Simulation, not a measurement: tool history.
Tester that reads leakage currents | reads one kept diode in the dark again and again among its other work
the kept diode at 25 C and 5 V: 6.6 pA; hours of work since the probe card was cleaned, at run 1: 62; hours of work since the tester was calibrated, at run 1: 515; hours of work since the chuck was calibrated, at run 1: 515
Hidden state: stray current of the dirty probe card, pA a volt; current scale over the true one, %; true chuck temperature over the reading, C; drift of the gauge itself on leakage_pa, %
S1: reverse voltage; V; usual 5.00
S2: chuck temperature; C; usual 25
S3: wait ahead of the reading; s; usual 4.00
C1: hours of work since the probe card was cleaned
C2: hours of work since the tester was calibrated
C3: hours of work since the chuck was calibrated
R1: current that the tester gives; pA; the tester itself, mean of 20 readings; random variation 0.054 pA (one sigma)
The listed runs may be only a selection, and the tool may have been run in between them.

{"run": 1, "hour": 0.0, "S1": 5.0, "S2": 25, "S3": 4.0, "C1": 62, "C2": 515, "C3": 515, "R1": 7.64}
{"run": 2, "hour": 41.7, "S1": 5.0, "S2": 25, "S3": 3.95, "C1": 86, "C2": 538, "C3": 538, "R1": 7.74}
{"run": 3, "hour": 70.3, "S1": 5.0, "S2": 25, "S3": 3.95, "C1": 102, "C2": 554, "C3": 554, "R1": 7.96}
{"run": 4, "hour": 100.6, "S1": 5.0, "S2": 23, "S3": 4.0, "C1": 119, "C2": 572, "C3": 572, "R1": 6.97}
{"run": 5, "hour": 145.9, "S1": 5.0, "S2": 23, "S3": 4.0, "C1": 145, "C2": 597, "C3": 597, "R1": 7.16}
{"run": 6, "hour": 198.7, "S1": 5.0, "S2": 55, "S3": 4.0, "C1": 175, "C2": 627, "C3": 627, "R1": 62.82}
{"run": 7, "hour": 233.2, "S1": 5.0, "S2": 55, "S3": 4.0, "C1": 194, "C2": 647, "C3": 647, "R1": 63.35}
{"run": 8, "hour": 279.7, "S1": 5.0, "S2": 55, "S3": 4.0, "C1": 221, "C2": 673, "C3": 673, "R1": 63.95}
{"run": 9, "hour": 320.9, "S1": 5.0, "S2": 25, "S3": 4.0, "C1": 244, "C2": 696, "C3": 696, "R1": 8.58}
{"run": 10, "hour": 344.7, "S1": 5.0, "S2": 25, "S3": 2.76, "C1": 257, "C2": 710, "C3": 710, "R1": 8.88}
{"run": 11, "hour": 373.7, "S1": 5.0, "S2": 41, "S3": 0.35, "C1": 274, "C2": 726, "C3": 726, "R1": 27.96}
{"run": 12, "hour": 412.3, "S1": 5.0, "S2": 41, "S3": 0.35, "C1": 296, "C2": 748, "C3": 748, "R1": 28.11}
{"run": 13, "hour": 465.2, "S1": 3.53, "S2": 29, "S3": 1.27, "C1": 326, "C2": 778, "C3": 778, "R1": 10.39}
{"run": 14, "hour": 492.1, "S1": 5.0, "S2": 38, "S3": 6.95, "C1": 341, "C2": 793, "C3": 793, "R1": 21.34}
{"run": 15, "hour": 528.4, "S1": 1.73, "S2": 23, "S3": 6.95, "C1": 361, "C2": 814, "C3": 814, "R1": 4.92}
{"run": 16, "hour": 580.4, "S1": 16.1, "S2": 23, "S3": 0.35, "C1": 391, "C2": 843, "C3": 843, "R1": 23.44}
{"run": 17, "hour": 618.9, "S1": 1.15, "S2": 39, "S3": 3.78, "C1": 413, "C2": 865, "C3": 865, "R1": 12.9}
{"run": 18, "hour": 659.3, "S1": 1.45, "S2": 32, "S3": 0.45, "C1": 435, "C2": 888, "C3": 888, "R1": 9.28}
{"run": 19, "hour": 695.7, "S1": 5.2, "S2": 60, "S3": 4.0, "C1": 456, "C2": 908, "C3": 908, "R1": 92.27}
{"run": 20, "hour": 733.6, "S1": 1.81, "S2": 28, "S3": 1.02, "C1": 477, "C2": 930, "C3": 930, "R1": 7.6}

What if the next run were any one of these 5? Each begins from the tool's condition after run 20:
{"run": "A", "hour": 773.0, "S1": 1.4, "S2": 24, "S3": 1.08, "C1": 500, "C2": 952, "C3": 952, "R1": "?"}
{"run": "B", "hour": 773.0, "S1": 3.6, "S2": 25, "S3": 4.85, "C1": 500, "C2": 952, "C3": 952, "R1": "?"}
{"run": "C", "hour": 773.0, "S1": 5.0, "S2": 47, "S3": 2.45, "C1": 500, "C2": 952, "C3": 952, "R1": "?"}
{"run": "D", "hour": 773.0, "S1": 7.63, "S2": 28, "S3": 0.7, "C1": 500, "C2": 952, "C3": 952, "R1": "?"}
{"run": "E", "hour": 773.0, "S1": 3.33, "S2": 28, "S3": 1.02, "C1": 500, "C2": 952, "C3": 952, "R1": "?"}

run=A R1=5.26
run=B R1=8.46
run=C R1=40.51
run=D R1=16.51
run=E R1=10.25
With no hidden state in the tool, these same runs would have given:
run=A R1=4.08
run=B R1=6.02
run=C R1=34.11
run=D R1=11.74
run=E R1=7.77
